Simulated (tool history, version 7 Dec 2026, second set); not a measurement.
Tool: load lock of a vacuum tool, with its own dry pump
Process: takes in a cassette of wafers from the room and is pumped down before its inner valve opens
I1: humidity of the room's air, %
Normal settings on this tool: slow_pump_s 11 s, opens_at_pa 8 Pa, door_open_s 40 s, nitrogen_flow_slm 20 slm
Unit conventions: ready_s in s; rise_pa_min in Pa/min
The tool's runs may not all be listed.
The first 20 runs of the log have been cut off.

{"run": 21, "day": 171.471, "slow_pump_s": 11, "opens_at_pa": 8, "door_open_s": 37, "nitrogen_flow_slm": 7, "I1": 44.7, "ready_s": 29.7, "rise_pa_min": 0.13}
{"run": 22, "day": 182.458, "slow_pump_s": 11, "opens_at_pa": 8, "door_open_s": 40, "nitrogen_flow_slm": 6, "I1": 46.4, "ready_s": 29.7, "rise_pa_min": 0.146}
{"run": 23, "day": 192.942, "slow_pump_s": 11, "opens_at_pa": 8, "door_open_s": 40, "nitrogen_flow_slm": 6, "I1": 44.2, "ready_s": 29.9, "rise_pa_min": 0.143}
{"run": 24, "day": 199.942, "slow_pump_s": 8, "opens_at_pa": 7, "door_open_s": 40, "nitrogen_flow_slm": 11, "I1": 45.8, "ready_s": 28.5, "rise_pa_min": 0.134}
{"run": 25, "day": 209.933, "slow_pump_s": 8, "opens_at_pa": 9, "door_open_s": 198, "nitrogen_flow_slm": 15, "I1": 47.2, "ready_s": 27.3, "rise_pa_min": 0.161}
{"run": 26, "day": 215.125, "slow_pump_s": 20, "opens_at_pa": 8, "door_open_s": 26, "nitrogen_flow_slm": 8, "I1": 42.2, "ready_s": 36.7, "rise_pa_min": 0.138}
{"run": 27, "day": 223.662, "slow_pump_s": 11, "opens_at_pa": 8, "door_open_s": 45, "nitrogen_flow_slm": 9, "I1": 48.8, "ready_s": 30.5, "rise_pa_min": 0.154}
{"run": 28, "day": 232.65, "slow_pump_s": 11, "opens_at_pa": 14, "door_open_s": 40, "nitrogen_flow_slm": 20, "I1": 44.3, "ready_s": 29.5, "rise_pa_min": 0.135}
{"run": 29, "day": 241.1, "slow_pump_s": 22, "opens_at_pa": 8, "door_open_s": 40, "nitrogen_flow_slm": 20, "I1": 43.2, "ready_s": 38.7, "rise_pa_min": 0.141}
{"run": 30, "day": 250.304, "slow_pump_s": 22, "opens_at_pa": 8, "door_open_s": 203, "nitrogen_flow_slm": 22, "I1": 42.5, "ready_s": 39.5, "rise_pa_min": 0.169}
{"run": 31, "day": 258.008, "slow_pump_s": 7, "opens_at_pa": 13, "door_open_s": 30, "nitrogen_flow_slm": 22, "I1": 46.8, "ready_s": 27.1, "rise_pa_min": 0.145}
{"run": 32, "day": 268.925, "slow_pump_s": 11, "opens_at_pa": 15, "door_open_s": 40, "nitrogen_flow_slm": 10, "I1": 47.3, "ready_s": 30.3, "rise_pa_min": 0.167}
{"run": 33, "day": 279.883, "slow_pump_s": 11, "opens_at_pa": 6, "door_open_s": 40, "nitrogen_flow_slm": 4, "I1": 47.8, "ready_s": 32.6, "rise_pa_min": 0.19}
{"run": 34, "day": 285.8, "slow_pump_s": 11, "opens_at_pa": 6, "door_open_s": 40, "nitrogen_flow_slm": 4, "I1": 45.9, "ready_s": 32.6, "rise_pa_min": 0.189}
{"day": 290.083, "done": "dry pump taken out, an overhauled one fitted"}
{"run": 35, "day": 290.821, "slow_pump_s": 11, "opens_at_pa": 6, "door_open_s": 40, "nitrogen_flow_slm": 4, "I1": 46.7, "ready_s": 27.4, "rise_pa_min": 0.198}
{"run": 36, "day": 300.754, "slow_pump_s": 15, "opens_at_pa": 6, "door_open_s": 37, "nitrogen_flow_slm": 20, "I1": 44.5, "ready_s": 30.6, "rise_pa_min": 0.165}
{"run": 37, "day": 307.0, "slow_pump_s": 15, "opens_at_pa": 12, "door_open_s": 161, "nitrogen_flow_slm": 27, "I1": 44.5, "ready_s": 29.5, "rise_pa_min": 0.177}
{"run": 38, "day": 317.562, "slow_pump_s": 15, "opens_at_pa": 12, "door_open_s": 161, "nitrogen_flow_slm": 27, "I1": 46.3, "ready_s": 29.2, "rise_pa_min": 0.174}

Consider 3 possible next runs. They are alternatives, not a sequence: every one starts from the tool as it was left by run 38. What does each give?
{"run": "A", "day": 327.383, "slow_pump_s": 6, "opens_at_pa": 12, "door_open_s": 161, "nitrogen_flow_slm": 27, "I1": 44.7, "ready_s": "?", "rise_pa_min": "?"}
{"run": "B", "day": 327.383, "slow_pump_s": 15, "opens_at_pa": 6, "door_open_s": 161, "nitrogen_flow_slm": 27, "I1": 43.7, "ready_s": "?", "rise_pa_min": "?"}
{"run": "C", "day": 327.383, "slow_pump_s": 15, "opens_at_pa": 15, "door_open_s": 89, "nitrogen_flow_slm": 11, "I1": 45.5, "ready_s": "?", "rise_pa_min": "?"}

run=A ready_s=21.7 rise_pa_min=0.192
run=B ready_s=30.9 rise_pa_min=0.188
run=C ready_s=28.4 rise_pa_min=0.198
With no hidden state in the tool, these same runs would have given:
run=A ready_s=21.2 rise_pa_min=0.048
run=B ready_s=30.4 rise_pa_min=0.048
run=C ready_s=27.9 rise_pa_min=0.056

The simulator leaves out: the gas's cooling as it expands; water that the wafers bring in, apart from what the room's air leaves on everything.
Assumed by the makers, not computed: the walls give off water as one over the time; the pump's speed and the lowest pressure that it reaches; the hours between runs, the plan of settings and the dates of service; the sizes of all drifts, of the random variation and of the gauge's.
